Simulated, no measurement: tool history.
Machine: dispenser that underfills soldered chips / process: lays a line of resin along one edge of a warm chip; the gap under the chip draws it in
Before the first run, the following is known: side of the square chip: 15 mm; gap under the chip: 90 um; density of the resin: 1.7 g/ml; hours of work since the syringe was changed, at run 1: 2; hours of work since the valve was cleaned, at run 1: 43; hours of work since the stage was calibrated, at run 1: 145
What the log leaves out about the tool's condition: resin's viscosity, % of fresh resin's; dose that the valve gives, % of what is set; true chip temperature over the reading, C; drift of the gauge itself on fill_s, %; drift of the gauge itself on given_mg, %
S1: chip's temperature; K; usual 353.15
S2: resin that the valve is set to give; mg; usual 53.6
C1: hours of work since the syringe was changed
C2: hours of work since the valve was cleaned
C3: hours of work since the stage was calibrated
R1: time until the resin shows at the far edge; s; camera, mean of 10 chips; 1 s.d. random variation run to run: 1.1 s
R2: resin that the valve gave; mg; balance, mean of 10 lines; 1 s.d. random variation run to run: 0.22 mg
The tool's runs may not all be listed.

Run 1, hour 0.0: usual settings; C1 2; C2 43; C3 145. Result: R1 124.4 s, R2 53.01 mg.
At hour 7.5: new syringe of resin.
Run 2, hour 7.5: usual settings; C1 0; C2 49; C3 151. Result: R1 109.4 s, R2 52.65 mg.
Run 3, hour 15.0: usual settings; C1 6; C2 55; C3 157. Result: R1 179.3 s, R2 51.72 mg.
At hour 16.9: new syringe of resin.
Run 4, hour 25.8: usual settings but S2 57.7 mg; C1 7; C2 63; C3 165. Result: R1 192.1 s, R2 55.96 mg.
At hour 26.6: new syringe of resin.
Run 5, hour 35.5: usual settings but S2 57.7 mg; C1 7; C2 71; C3 172. Result: R1 192.9 s, R2 56.17 mg.
At hour 36.3: new syringe of resin.
Run 6, hour 42.5: usual settings but S2 57.7 mg; C1 5; C2 76; C3 178. Result: R1 161.2 s, R2 55.70 mg.
At hour 46.1: new syringe of resin.
Run 7, hour 50.3: usual settings but S2 57.7 mg; C1 3; C2 82; C3 184. Result: R1 137.8 s, R2 55.45 mg.
At hour 55.8: new syringe of resin.
Run 8, hour 57.8: usual settings but S2 57.7 mg; C1 2; C2 88; C3 189. Result: R1 120.3 s, R2 55.67 mg.
At hour 65.4: new syringe of resin.
Run 9, hour 65.9: usual settings but S1 347.15 K; C1 0; C2 94; C3 196. Result: R1 139.6 s, R2 51.38 mg.
Run 10, hour 73.0: usual settings; C1 6; C2 100; C3 201. Result: R1 179.9 s, R2 51.21 mg.
At hour 74.9: new syringe of resin.
Run 11, hour 81.6: usual settings; C1 5; C2 106; C3 208. Result: R1 168.0 s, R2 51.38 mg.
At hour 85.0: new syringe of resin.
Run 12, hour 90.4: usual settings; C1 4; C2 113; C3 215. Result: R1 152.7 s, R2 51.22 mg.
At hour 95.0: new syringe of resin.
Run 13, hour 95.2: usual settings; C1 0; C2 117; C3 218. Result: R1 109.7 s, R2 51.43 mg.
Run 14, hour 103.1: usual settings; C1 6; C2 123; C3 225. Result: R1 185.3 s, R2 50.90 mg.
At hour 104.5: new syringe of resin.
At hour 114.4: new syringe of resin.
Run 15, hour 114.4: usual settings; C1 0; C2 132; C3 233. Result: R1 105.0 s, R2 51.38 mg.
At hour 124.0: new syringe of resin.
Run 16, hour 124.0: usual settings; C1 0; C2 139; C3 241. Result: R1 109.6 s, R2 50.88 mg.
At hour 132.2: dispensing valve cleaned and set on the balance.
At hour 134.6: new syringe of resin.
Run 17, hour 134.6: usual settings but S1 345.15 K, S2 58.7 mg; C1 0; C2 2; C3 248. Result: R1 146.0 s, R2 58.94 mg.
Run 18, hour 143.5: usual settings but S1 361.15 K, S2 46.6 mg; C1 7; C2 9; C3 255. Result: R1 155.1 s, R2 46.17 mg.
At hour 144.8: new syringe of resin.
Run 19, hour 149.7: usual settings but S1 361.15 K, S2 60.4 mg; C1 4; C2 13; C3 260. Result: R1 110.3 s, R2 60.15 mg.

For run 20, what comes out?
At hour 154.4: new syringe of resin.
Run 20, hour 156.2: usual settings but S1 361.15 K, S2 60.4 mg; C1 1; C2 18; C3 265. Result: R1 ?, R2 ?.

Run 20 measured R1 95.2 s, R2 60.16 mg.
Minus the tool's unlogged condition, the same run would have read R1 77.9 s, R2 60.64 mg.
